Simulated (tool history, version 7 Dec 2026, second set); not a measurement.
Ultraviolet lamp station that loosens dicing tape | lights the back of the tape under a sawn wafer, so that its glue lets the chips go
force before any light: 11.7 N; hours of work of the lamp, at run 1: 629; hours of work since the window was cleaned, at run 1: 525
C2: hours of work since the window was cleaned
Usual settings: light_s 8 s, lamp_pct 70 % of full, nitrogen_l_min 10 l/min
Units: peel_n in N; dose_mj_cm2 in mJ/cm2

{"run": 1, "hour": 0.0, "light_s": 8, "lamp_pct": 70, "nitrogen_l_min": 10, "hours of work of the lamp": 629, "C2": 525, "peel_n": 2.664, "dose_mj_cm2": 126}
{"hour": 14.1, "done": "window cleaned of glue's vapour"}
{"run": 2, "hour": 18.7, "light_s": 8, "lamp_pct": 70, "nitrogen_l_min": 10, "hours of work of the lamp": 643, "C2": 4, "peel_n": 3.222, "dose_mj_cm2": 110}
{"run": 3, "hour": 39.9, "light_s": 8, "lamp_pct": 89, "nitrogen_l_min": 10, "hours of work of the lamp": 660, "C2": 20, "peel_n": 2.349, "dose_mj_cm2": 135}
{"run": 4, "hour": 64.6, "light_s": 8, "lamp_pct": 70, "nitrogen_l_min": 10, "hours of work of the lamp": 679, "C2": 40, "peel_n": 3.434, "dose_mj_cm2": 109}
{"run": 5, "hour": 82.6, "light_s": 8, "lamp_pct": 93, "nitrogen_l_min": 10, "hours of work of the lamp": 693, "C2": 54, "peel_n": 2.201, "dose_mj_cm2": 139}
{"run": 6, "hour": 99.7, "light_s": 8, "lamp_pct": 70, "nitrogen_l_min": 10, "hours of work of the lamp": 707, "C2": 67, "peel_n": 3.404, "dose_mj_cm2": 106}
{"run": 7, "hour": 117.1, "light_s": 16, "lamp_pct": 70, "nitrogen_l_min": 10, "hours of work of the lamp": 720, "C2": 81, "peel_n": 1.101, "dose_mj_cm2": 204}
{"run": 8, "hour": 134.1, "light_s": 8, "lamp_pct": 73, "nitrogen_l_min": 10, "hours of work of the lamp": 734, "C2": 94, "peel_n": 3.451, "dose_mj_cm2": 103}
{"run": 9, "hour": 148.7, "light_s": 12, "lamp_pct": 70, "nitrogen_l_min": 10, "hours of work of the lamp": 745, "C2": 106, "peel_n": 2.078, "dose_mj_cm2": 150}
{"hour": 154.2, "done": "window cleaned of glue's vapour, once more"}
{"run": 10, "hour": 175.3, "light_s": 8, "lamp_pct": 70, "nitrogen_l_min": 10, "hours of work of the lamp": 766, "C2": 16, "peel_n": 2.128, "dose_mj_cm2": 140}
{"run": 11, "hour": 194.5, "light_s": 5, "lamp_pct": 70, "nitrogen_l_min": 10, "hours of work of the lamp": 781, "C2": 32, "peel_n": 4.167, "dose_mj_cm2": 93}
{"run": 12, "hour": 205.8, "light_s": 8, "lamp_pct": 70, "nitrogen_l_min": 6, "hours of work of the lamp": 790, "C2": 40, "peel_n": 2.708, "dose_mj_cm2": 139}
{"run": 13, "hour": 226.0, "light_s": 8, "lamp_pct": 70, "nitrogen_l_min": 6, "hours of work of the lamp": 805, "C2": 56, "peel_n": 2.774, "dose_mj_cm2": 141}
{"run": 14, "hour": 252.0, "light_s": 7, "lamp_pct": 76, "nitrogen_l_min": 18, "hours of work of the lamp": 826, "C2": 77, "peel_n": 2.19, "dose_mj_cm2": 126}
{"run": 15, "hour": 263.2, "light_s": 7, "lamp_pct": 86, "nitrogen_l_min": 13, "hours of work of the lamp": 835, "C2": 85, "peel_n": 1.96, "dose_mj_cm2": 143}
{"run": 16, "hour": 289.6, "light_s": 6, "lamp_pct": 86, "nitrogen_l_min": 6, "hours of work of the lamp": 855, "C2": 106, "peel_n": 3.323, "dose_mj_cm2": 121}
{"run": 17, "hour": 311.0, "light_s": 6, "lamp_pct": 86, "nitrogen_l_min": 6, "hours of work of the lamp": 872, "C2": 123, "peel_n": 3.389, "dose_mj_cm2": 120}
{"run": 18, "hour": 335.6, "light_s": 6, "lamp_pct": 86, "nitrogen_l_min": 6, "hours of work of the lamp": 891, "C2": 142, "peel_n": 3.366, "dose_mj_cm2": 120}
{"run": 19, "hour": 357.4, "light_s": 8, "lamp_pct": 70, "nitrogen_l_min": 14, "hours of work of the lamp": 908, "C2": 159, "peel_n": 2.297, "dose_mj_cm2": 126}
{"run": 20, "hour": 378.4, "light_s": 6, "lamp_pct": 65, "nitrogen_l_min": 13, "hours of work of the lamp": 925, "C2": 176, "peel_n": 3.979, "dose_mj_cm2": 91}
{"run": 21, "hour": 390.9, "light_s": 15, "lamp_pct": 75, "nitrogen_l_min": 13, "hours of work of the lamp": 935, "C2": 186, "peel_n": 0.601, "dose_mj_cm2": 249}
{"run": 22, "hour": 417.4, "light_s": 15, "lamp_pct": 75, "nitrogen_l_min": 13, "hours of work of the lamp": 956, "C2": 206, "peel_n": 0.643, "dose_mj_cm2": 245}
{"run": 23, "hour": 443.7, "light_s": 15, "lamp_pct": 75, "nitrogen_l_min": 13, "hours of work of the lamp": 976, "C2": 227, "peel_n": 0.662, "dose_mj_cm2": 238}
{"hour": 446.9, "done": "lamp changed"}
{"run": 24, "hour": 468.3, "light_s": 8, "lamp_pct": 74, "nitrogen_l_min": 10, "hours of work of the lamp": 17, "C2": 246, "peel_n": 1.379, "dose_mj_cm2": 185}
{"run": 25, "hour": 491.0, "light_s": 7, "lamp_pct": 77, "nitrogen_l_min": 4, "hours of work of the lamp": 35, "C2": 263, "peel_n": 2.494, "dose_mj_cm2": 166}

Forecast each of these 3 alternatives for the next run:
{"run": "A", "hour": 508.2, "light_s": 13, "lamp_pct": 98, "nitrogen_l_min": 10, "hours of work of the lamp": 48, "C2": 277, "peel_n": "?", "dose_mj_cm2": "?"}
{"run": "B", "hour": 508.2, "light_s": 8, "lamp_pct": 70, "nitrogen_l_min": 5, "hours of work of the lamp": 48, "C2": 277, "peel_n": "?", "dose_mj_cm2": "?"}
{"run": "C", "hour": 508.2, "light_s": 8, "lamp_pct": 86, "nitrogen_l_min": 15, "hours of work of the lamp": 48, "C2": 277, "peel_n": "?", "dose_mj_cm2": "?"}

run=A peel_n=0.234 dose_mj_cm2=391
run=B peel_n=2.186 dose_mj_cm2=172
run=C peel_n=0.869 dose_mj_cm2=213
Without the tool's hidden state the same runs would have given:
run=A peel_n=0.189 dose_mj_cm2=440
run=B peel_n=1.79 dose_mj_cm2=193
run=C peel_n=0.654 dose_mj_cm2=239

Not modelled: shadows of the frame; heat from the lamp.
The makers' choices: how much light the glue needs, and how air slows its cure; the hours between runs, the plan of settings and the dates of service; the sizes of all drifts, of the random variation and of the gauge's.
